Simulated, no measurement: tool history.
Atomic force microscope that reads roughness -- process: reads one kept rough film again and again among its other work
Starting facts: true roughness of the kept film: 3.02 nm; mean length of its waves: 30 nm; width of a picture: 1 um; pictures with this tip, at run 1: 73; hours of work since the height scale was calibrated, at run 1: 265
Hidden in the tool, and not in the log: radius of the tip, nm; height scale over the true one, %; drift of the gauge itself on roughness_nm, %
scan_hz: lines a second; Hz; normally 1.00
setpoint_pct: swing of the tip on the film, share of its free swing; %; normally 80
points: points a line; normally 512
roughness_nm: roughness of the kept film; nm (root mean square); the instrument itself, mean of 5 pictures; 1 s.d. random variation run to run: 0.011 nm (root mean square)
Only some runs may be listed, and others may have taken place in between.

run	day	scan_hz	setpoint_pct	points	pictures with this tip	hours of work since the height scale was calibrated	roughness_nm
1	0.000	1.00	80	512	73	265	2.437
2	1.058	1.00	80	512	97	281	2.451
3	1.583	1.00	80	512	109	288	2.450
4	2.346	1.00	89	512	126	300	2.370
5	2.912	1.00	80	512	139	308	2.447
6	3.800	1.00	80	512	159	321	2.450
7	4.479	1.00	80	512	174	330	2.442
8	5.479	1.00	76	512	197	345	2.469
9	6.112	1.00	56	512	211	354	2.608
10	6.754	1.00	80	266	226	363	2.423
11	7.704	1.00	80	266	247	377	2.421
# day 8.058: new tip fitted
12	8.450	1.00	80	512	9	388	2.472
13	9.333	2.79	80	512	29	401	2.154
14	10.425	2.79	80	512	54	416	2.158
15	11.450	1.00	69	512	77	431	2.529
16	12.254	1.00	69	512	95	443	2.545
17	13.154	1.00	80	947	115	456	2.452
18	14.212	1.00	80	345	139	471	2.427
19	15.029	1.00	80	345	158	483	2.420
20	15.888	1.00	80	345	177	496	2.449
21	16.621	1.00	80	345	194	506	2.426
22	17.238	1.00	80	605	208	515	2.455
23	17.962	1.00	80	605	224	526	2.448
24	19.000	1.00	80	605	248	541	2.437
# day 19.367: new tip fitted
25	19.558	1.00	80	605	4	549	2.447
26	20.500	1.00	80	431	25	562	2.423
27	21.292	1.00	80	431	43	574	2.436
28	22.079	3.33	74	842	61	585	2.205
29	22.596	1.35	80	299	73	593	2.374
30	23.350	1.00	67	512	90	604	2.562
31	24.371	1.33	80	512	113	619	2.384
32	25.042	1.33	80	512	128	628	2.390
33	25.804	1.07	59	556	145	639	2.570
34	26.350	2.91	57	404	158	647	2.484
35	27.092	2.91	57	404	175	658	2.480
36	28.033	2.07	57	301	196	672	2.512
37	28.867	2.07	57	301	215	684	2.530
38	29.442	2.07	57	301	228	692	2.529
39	30.188	2.07	57	301	245	703	2.521
# day 30.654: new tip fitted
40	31.262	2.52	72	566	14	718	2.330
41	31.704	2.52	72	566	24	725	2.327
42	32.396	0.94	85	505	39	735	2.415
43	33.412	1.00	80	512	62	749	2.433
44	33.904	1.00	80	512	73	757	2.445
45	34.771	0.78	84	605	93	769	2.462
46	35.654	1.08	55	512	113	782	2.607
47	36.562	1.08	55	512	134	795	2.594
48	37.162	0.61	80	512	147	804	2.533
49	37.938	2.88	56	512	165	815	2.510
50	38.412	2.88	56	512	176	822	2.502
51	39.117	2.88	56	512	192	832	2.503
52	39.838	3.93	65	801	208	843	2.318
53	40.442	3.95	62	512	222	852	2.367
54	41.258	2.24	62	724	240	863	2.486

Alternative continuations, all from the tool just after run 54; predict every row:
# day 41.958: new tip fitted
A	41.958	1.48	74	724	0	873	?
# day 41.958: new tip fitted
B	41.958	0.64	62	724	0	873	?
# day 41.958: new tip fitted
C	41.958	2.49	80	512	0	873	?

run	roughness_nm
A	2.459
B	2.592
C	2.212
With the hidden condition removed and each run's random variation left untouched, the same runs would have given:
run	roughness_nm
A	2.459
B	2.591
C	2.212
